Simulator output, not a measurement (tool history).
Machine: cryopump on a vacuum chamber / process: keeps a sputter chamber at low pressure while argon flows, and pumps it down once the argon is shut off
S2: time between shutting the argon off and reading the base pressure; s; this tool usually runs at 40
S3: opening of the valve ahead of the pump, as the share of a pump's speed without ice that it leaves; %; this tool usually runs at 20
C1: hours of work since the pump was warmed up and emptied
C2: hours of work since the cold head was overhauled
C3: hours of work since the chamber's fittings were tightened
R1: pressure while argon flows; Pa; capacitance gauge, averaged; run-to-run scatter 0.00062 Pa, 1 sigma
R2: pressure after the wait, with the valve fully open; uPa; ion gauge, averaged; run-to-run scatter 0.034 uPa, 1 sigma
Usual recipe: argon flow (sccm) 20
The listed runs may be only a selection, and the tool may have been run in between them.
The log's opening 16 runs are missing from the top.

run 17 hour=848.5 | argon_flow_(sccm)=20 S2=40 S3=22 | C1=382 C2=1297 C3=1051 | R1=0.0872 R2=2.76
run 18 hour=915.5 | argon_flow_(sccm)=20 S2=40 S3=22 | C1=412 C2=1327 C3=1081 | R1=0.0871 R2=2.75
run 19 hour=964.3 | argon_flow_(sccm)=25 S2=51 S3=18 | C1=434 C2=1349 C3=1103 | R1=0.1330 R2=2.50
-- hour=991.0 pump warmed up, emptied and cooled again
run 20 hour=1006.6 | argon_flow_(sccm)=36 S2=30 S3=44 | C1=7 C2=1366 C3=1120 | R1=0.0746 R2=3.25
run 21 hour=1055.8 | argon_flow_(sccm)=11 S2=249 S3=20 | C1=29 C2=1388 C3=1142 | R1=0.0491 R2=1.20
run 22 hour=1089.4 | argon_flow_(sccm)=11 S2=249 S3=20 | C1=44 C2=1403 C3=1157 | R1=0.0504 R2=1.25
run 23 hour=1135.3 | argon_flow_(sccm)=11 S2=249 S3=20 | C1=65 C2=1424 C3=1178 | R1=0.0500 R2=1.25
run 24 hour=1192.6 | argon_flow_(sccm)=11 S2=249 S3=20 | C1=91 C2=1450 C3=1203 | R1=0.0500 R2=1.30
run 25 hour=1237.0 | argon_flow_(sccm)=11 S2=113 S3=18 | C1=111 C2=1470 C3=1223 | R1=0.0564 R2=1.62
run 26 hour=1285.0 | argon_flow_(sccm)=10 S2=27 S3=16 | C1=132 C2=1491 C3=1245 | R1=0.0581 R2=3.37
run 27 hour=1324.2 | argon_flow_(sccm)=22 S2=41 S3=25 | C1=150 C2=1509 C3=1262 | R1=0.0814 R2=2.66
run 28 hour=1365.2 | argon_flow_(sccm)=36 S2=144 S3=25 | C1=168 C2=1527 C3=1281 | R1=0.1342 R2=1.61
run 29 hour=1406.4 | argon_flow_(sccm)=36 S2=144 S3=25 | C1=187 C2=1546 C3=1299 | R1=0.1346 R2=1.61
run 30 hour=1454.4 | argon_flow_(sccm)=20 S2=40 S3=16 | C1=208 C2=1568 C3=1321 | R1=0.1155 R2=2.79
run 31 hour=1513.2 | argon_flow_(sccm)=12 S2=214 S3=50 | C1=235 C2=1594 C3=1347 | R1=0.0238 R2=1.49
run 32 hour=1583.3 | argon_flow_(sccm)=18 S2=40 S3=28 | C1=266 C2=1625 C3=1379 | R1=0.0599 R2=2.93
run 33 hour=1644.6 | argon_flow_(sccm)=34 S2=37 S3=30 | C1=294 C2=1653 C3=1407 | R1=0.1094 R2=3.06
run 34 hour=1693.2 | argon_flow_(sccm)=27 S2=48 S3=20 | C1=316 C2=1675 C3=1428 | R1=0.1271 R2=2.75

Consider 4 possible next runs. They are alternatives, not a sequence: every one starts from the tool as it was left by run 34. What does each give?
run A hour=1768.5 | argon_flow_(sccm)=23 S2=281 S3=20 | C1=350 C2=1709 C3=1462 | R1=? R2=?
run B hour=1768.5 | argon_flow_(sccm)=20 S2=73 S3=27 | C1=350 C2=1709 C3=1462 | R1=? R2=?
run C hour=1768.5 | argon_flow_(sccm)=21 S2=34 S3=40 | C1=350 C2=1709 C3=1462 | R1=? R2=?
run D hour=1768.5 | argon_flow_(sccm)=22 S2=33 S3=20 | C1=350 C2=1709 C3=1462 | R1=? R2=?

run=A R1=0.1087 R2=1.60
run=B R1=0.0717 R2=2.31
run=C R1=0.0513 R2=3.32
run=D R1=0.1031 R2=3.46
Stripped of hidden state, with their random variation kept, the same runs would have yielded:
run=A R1=0.1038 R2=0.38
run=B R1=0.0674 R2=1.07
run=C R1=0.0468 R2=2.08
run=D R1=0.0985 R2=2.19
